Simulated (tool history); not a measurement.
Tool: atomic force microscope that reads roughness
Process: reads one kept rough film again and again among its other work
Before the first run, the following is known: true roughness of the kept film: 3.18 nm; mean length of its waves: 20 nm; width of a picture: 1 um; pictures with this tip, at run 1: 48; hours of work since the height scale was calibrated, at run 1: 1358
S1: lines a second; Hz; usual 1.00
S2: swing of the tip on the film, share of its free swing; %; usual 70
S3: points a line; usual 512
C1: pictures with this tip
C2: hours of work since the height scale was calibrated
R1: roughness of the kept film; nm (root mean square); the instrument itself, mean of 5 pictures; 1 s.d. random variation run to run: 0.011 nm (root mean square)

run 1 day=0.000 | S1=1.00 S2=70 S3=512 | C1=48 C2=1358 | R1=2.474
run 2 day=2.996 | S1=1.00 S2=70 S3=323 | C1=178 C2=1399 | R1=2.439
-- day=4.488 new tip fitted
run 3 day=6.058 | S1=1.00 S2=70 S3=323 | C1=68 C2=1441 | R1=2.461
run 4 day=8.358 | S1=1.00 S2=70 S3=987 | C1=168 C2=1473 | R1=2.489
-- day=9.992 new tip fitted
run 5 day=11.179 | S1=1.00 S2=70 S3=987 | C1=51 C2=1512 | R1=2.488
run 6 day=13.308 | S1=1.00 S2=70 S3=987 | C1=144 C2=1541 | R1=2.501
-- day=15.579 new tip fitted
run 7 day=16.296 | S1=1.00 S2=70 S3=987 | C1=31 C2=1582 | R1=2.489
run 8 day=19.396 | S1=1.00 S2=70 S3=987 | C1=165 C2=1625 | R1=2.485
-- day=21.221 new tip fitted
run 9 day=22.533 | S1=1.00 S2=70 S3=987 | C1=57 C2=1668 | R1=2.503
run 10 day=25.662 | S1=2.96 S2=71 S3=463 | C1=193 C2=1711 | R1=2.260
-- day=26.729 new tip fitted
run 11 day=27.954 | S1=2.11 S2=62 S3=357 | C1=53 C2=1742 | R1=2.435
run 12 day=30.675 | S1=1.00 S2=61 S3=725 | C1=171 C2=1780 | R1=2.523
-- day=32.246 new tip fitted
run 13 day=33.496 | S1=0.77 S2=61 S3=548 | C1=54 C2=1818 | R1=2.524

Forecast each of these 5 alternatives for the next run:
run A day=36.321 | S1=1.00 S2=70 S3=802 | C1=177 C2=1857 | R1=?
run B day=36.321 | S1=1.15 S2=61 S3=548 | C1=177 C2=1857 | R1=?
run C day=36.321 | S1=1.00 S2=82 S3=683 | C1=177 C2=1857 | R1=?
run D day=36.321 | S1=1.00 S2=71 S3=512 | C1=177 C2=1857 | R1=?
run E day=36.321 | S1=0.56 S2=61 S3=548 | C1=177 C2=1857 | R1=?

run=A R1=2.496
run=B R1=2.496
run=C R1=2.405
run=D R1=2.458
run=E R1=2.555
What these runs would have given with no unlogged condition in the tool:
run=A R1=2.499
run=B R1=2.500
run=C R1=2.409
run=D R1=2.462
run=E R1=2.559
